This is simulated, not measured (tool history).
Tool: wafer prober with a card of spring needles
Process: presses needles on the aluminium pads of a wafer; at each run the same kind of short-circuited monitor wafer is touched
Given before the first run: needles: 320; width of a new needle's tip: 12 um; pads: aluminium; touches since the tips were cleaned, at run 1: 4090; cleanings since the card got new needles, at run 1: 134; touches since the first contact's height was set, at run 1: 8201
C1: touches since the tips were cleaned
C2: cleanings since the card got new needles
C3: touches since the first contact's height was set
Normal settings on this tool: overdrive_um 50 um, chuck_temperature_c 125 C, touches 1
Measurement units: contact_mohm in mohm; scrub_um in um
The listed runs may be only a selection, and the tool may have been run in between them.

Run 1, hour 0: usual settings; C1 4090; C2 134; C3 8201. Result: contact_mohm 407 mohm, scrub_um 7.11 um.
At hour 6.6: tips cleaned on abrasive film.
At hour 19.8: tips cleaned on abrasive film.
Run 2, hour 29.4: usual settings but chuck_temperature_c 96 C; C1 4011; C2 136; C3 20434. Result: contact_mohm 432 mohm, scrub_um 7.07 um.
At hour 36: tips cleaned on abrasive film.
At hour 51.2: tips cleaned on abrasive film.
At hour 67.6: tips cleaned on abrasive film.
At hour 81.7: tips cleaned on abrasive film.
Run 3, hour 81.7: usual settings but chuck_temperature_c 96 C; C1 0; C2 140; C3 42209. Result: contact_mohm 277 mohm, scrub_um 7.12 um.
At hour 97.6: tips cleaned on abrasive film.
At hour 113.6: tips cleaned on abrasive film.
Run 4, hour 122.7: usual settings but chuck_temperature_c 96 C; C1 3820; C2 142; C3 59339. Result: contact_mohm 436 mohm, scrub_um 7.1 um.
At hour 129.1: tips cleaned on abrasive film.
At hour 142.3: tips cleaned on abrasive film.
At hour 158.7: tips cleaned on abrasive film.
At hour 168.6: tips cleaned on abrasive film, once more.
At hour 185.1: tips cleaned on abrasive film.
Run 5, hour 186.6: usual settings; C1 653; C2 147; C3 85948. Result: contact_mohm 329 mohm, scrub_um 7.02 um.
At hour 199.6: tips cleaned on abrasive film.
At hour 215.9: tips cleaned on abrasive film.
Run 6, hour 222.5: usual settings; C1 2792; C2 149; C3 100921. Result: contact_mohm 430 mohm, scrub_um 7.04 um.
At hour 229.1: tips cleaned on abrasive film.
At hour 245.1: tips cleaned on abrasive film.
At hour 260.5: tips cleaned on abrasive film.
At hour 276.3: tips cleaned on abrasive film.
Run 7, hour 285.9: usual settings; C1 4017; C2 153; C3 127337. Result: contact_mohm 436 mohm, scrub_um 6.97 um.
At hour 292.5: tips cleaned on abrasive film.
At hour 308.7: tips cleaned on abrasive film.
Run 8, hour 313.4: usual settings; C1 1980; C2 155; C3 138809. Result: contact_mohm 404 mohm, scrub_um 6.95 um.
At hour 323: tips cleaned on abrasive film.
At hour 338.5: tips cleaned on abrasive film.
At hour 354.6: tips cleaned on abrasive film.
At hour 367.8: tips cleaned on abrasive film.
Run 9, hour 377: usual settings; C1 3845; C2 159; C3 165299. Result: contact_mohm 443 mohm, scrub_um 7.02 um.
At hour 383.6: tips cleaned on abrasive film.
At hour 396.8: tips cleaned on abrasive film.
At hour 413.2: tips cleaned on abrasive film.
Run 10, hour 419: usual settings; C1 2447; C2 162; C3 182820. Result: contact_mohm 432 mohm, scrub_um 6.86 um.
At hour 428.8: tips cleaned on abrasive film.
At hour 444.2: tips cleaned on abrasive film.
At hour 460.1: tips cleaned on abrasive film.
At hour 473.9: tips cleaned on abrasive film.
Run 11, hour 473.9: usual settings; C1 0; C2 166; C3 205678. Result: contact_mohm 284 mohm, scrub_um 6.91 um.
At hour 487.3: height of the first contact set anew.
At hour 490.6: tips cleaned on abrasive film.
At hour 506.1: tips cleaned on abrasive film.
Run 12, hour 506.1: usual settings; C1 0; C2 168; C3 7809. Result: contact_mohm 285 mohm, scrub_um 7.09 um.
At hour 519.2: tips cleaned on abrasive film.
At hour 535.7: tips cleaned on abrasive film.
Run 13, hour 539: usual settings; C1 1378; C2 170; C3 21521. Result: contact_mohm 380 mohm, scrub_um 7.11 um.
At hour 551.9: tips cleaned on abrasive film.
At hour 567.5: tips cleaned on abrasive film.
At hour 584: tips cleaned on abrasive film.
At hour 600.2: tips cleaned on abrasive film.
Run 14, hour 604.6: usual settings but chuck_temperature_c 55 C; C1 1831; C2 174; C3 48883. Result: contact_mohm 393 mohm, scrub_um 7.03 um.
At hour 614.5: tips cleaned on abrasive film.
At hour 627.6: tips cleaned on abrasive film.
Run 15, hour 639.4: usual settings but chuck_temperature_c 54 C; C1 4946; C2 176; C3 63422. Result: contact_mohm 461 mohm, scrub_um 7.05 um.
At hour 642.8: tips cleaned on abrasive film.
At hour 658.2: tips cleaned on abrasive film.
At hour 674: tips cleaned on abrasive film.
At hour 687.2: tips cleaned on abrasive film.
Run 16, hour 690.4: usual settings but chuck_temperature_c 28 C; C1 1353; C2 180; C3 84638. Result: contact_mohm 379 mohm, scrub_um 7.03 um.
At hour 703.5: tips cleaned on abrasive film.
At hour 716.7: tips cleaned on abrasive film.
Run 17, hour 724.5: usual settings but chuck_temperature_c 36 C; C1 3280; C2 182; C3 98857. Result: contact_mohm 434 mohm, scrub_um 6.98 um.
At hour 730.6: tips cleaned on abrasive film.
At hour 746.6: tips cleaned on abrasive film.
Run 18, hour 752.3: usual settings but chuck_temperature_c 36 C; C1 2394; C2 184; C3 110437. Result: contact_mohm 403 mohm, scrub_um 7 um.
At hour 762.2: tips cleaned on abrasive film.
At hour 778.6: tips cleaned on abrasive film.
At hour 794.7: tips cleaned on abrasive film.
Run 19, hour 806.9: usual settings but chuck_temperature_c 36 C; C1 5103; C2 187; C3 133210. Result: contact_mohm 467 mohm, scrub_um 6.97 um.
At hour 810.2: tips cleaned on abrasive film.
At hour 826.7: tips cleaned on abrasive film.
At hour 842.7: tips cleaned on abrasive film.
At hour 858.5: tips cleaned on abrasive film.
Run 20, hour 868.6: usual settings but chuck_temperature_c 36 C; C1 4242; C2 191; C3 158946. Result: contact_mohm 447 mohm, scrub_um 6.83 um.
At hour 872: tips cleaned on abrasive film.
At hour 888: tips cleaned on abrasive film.
At hour 904.2: tips cleaned on abrasive film.
At hour 920.6: tips cleaned on abrasive film.
Run 21, hour 930.5: usual settings but chuck_temperature_c 36 C; C1 4167; C2 195; C3 184753. Result: contact_mohm 460 mohm, scrub_um 6.99 um.
At hour 933.9: tips cleaned on abrasive film.
At hour 949.6: tips cleaned on abrasive film.
Run 22, hour 959.4: usual settings but chuck_temperature_c 36 C; C1 4092; C2 197; C3 196774. Result: contact_mohm 450 mohm, scrub_um 6.87 um.
At hour 965.7: tips cleaned on abrasive film.
At hour 978.8: tips cleaned on abrasive film.
At hour 994.3: tips cleaned on abrasive film.
At hour 994.6: height of the first contact set anew.
At hour 1010.6: tips cleaned on abrasive film.
Run 23, hour 1017.1: usual settings but chuck_temperature_c 36 C; C1 2744; C2 201; C3 9425. Result: contact_mohm 426 mohm, scrub_um 7.07 um.
At hour 1023.8: tips cleaned on abrasive film.
At hour 1040: tips cleaned on abrasive film.
At hour 1053.1: tips cleaned on abrasive film.
Run 24, hour 1055: usual settings but chuck_temperature_c 36 C; C1 758; C2 204; C3 25160. Result: contact_mohm 359 mohm, scrub_um 7.11 um.
At hour 1067.6: tips cleaned on abrasive film.
At hour 1080.8: tips cleaned on abrasive film.
Run 25, hour 1083.3: usual settings but chuck_temperature_c 36 C; C1 1042; C2 206; C3 36957. Result: contact_mohm 364 mohm, scrub_um 7.05 um.
At hour 1096.4: tips cleaned on abrasive film.
At hour 1112.2: tips cleaned on abrasive film.
At hour 1128.2: tips cleaned on abrasive film.
Run 26, hour 1128.3: usual settings but overdrive_um 63 um, chuck_temperature_c 38 C, touches 2; C1 34; C2 209; C3 55726. Result: contact_mohm 253 mohm, scrub_um 8.89 um.
At hour 1143.9: tips cleaned on abrasive film.
At hour 1159: tips cleaned on abrasive film.
At hour 1175.4: tips cleaned on abrasive film.
At hour 1188.6: tips cleaned on abrasive film.
Run 27, hour 1191.2: usual settings but overdrive_um 67 um, chuck_temperature_c 39 C; C1 1114; C2 213; C3 81947. Result: contact_mohm 314 mohm, scrub_um 9.43 um.

Predict each of these 5 candidate next runs independently; none follows another, all start after run 27:
At hour 1204.4: tips cleaned on abrasive film.
At hour 1220.3: tips cleaned on abrasive film.
At hour 1236.2: tips cleaned on abrasive film.
Run A, hour 1236.2: usual settings but overdrive_um 60 um, chuck_temperature_c 39 C, touches 2; C1 0; C2 216; C3 100685. Result: contact_mohm ?, scrub_um ?.
At hour 1204.4: tips cleaned on abrasive film.
At hour 1220.3: tips cleaned on abrasive film.
At hour 1236.2: tips cleaned on abrasive film.
Run B, hour 1236.2: usual settings but overdrive_um 54 um, chuck_temperature_c 39 C; C1 0; C2 216; C3 100685. Result: contact_mohm ?, scrub_um ?.
At hour 1204.4: tips cleaned on abrasive film.
At hour 1220.3: tips cleaned on abrasive film.
At hour 1236.2: tips cleaned on abrasive film.
Run C, hour 1236.2: usual settings but overdrive_um 49 um, chuck_temperature_c 45 C, touches 3; C1 0; C2 216; C3 100685. Result: contact_mohm ?, scrub_um ?.
At hour 1204.4: tips cleaned on abrasive film.
At hour 1220.3: tips cleaned on abrasive film.
At hour 1236.2: tips cleaned on abrasive film.
Run D, hour 1236.2: usual settings but overdrive_um 46 um, chuck_temperature_c 69 C; C1 0; C2 216; C3 100685. Result: contact_mohm ?, scrub_um ?.
At hour 1204.4: tips cleaned on abrasive film.
At hour 1220.3: tips cleaned on abrasive film.
At hour 1236.2: tips cleaned on abrasive film.
Run E, hour 1236.2: usual settings but overdrive_um 67 um, chuck_temperature_c 39 C; C1 0; C2 216; C3 100685. Result: contact_mohm ?, scrub_um ?.

run  contact_mohm  scrub_um
  A           254      8.41
  B           271      7.64
  C           260      6.87
  D           287      6.38
  E           253      9.43
Without the tool's unlogged condition, the same runs would have read:
run  contact_mohm  scrub_um
  A           240      8.53
  B           246      7.76
  C           245      6.99
  D           254       6.5
  E           235      9.55
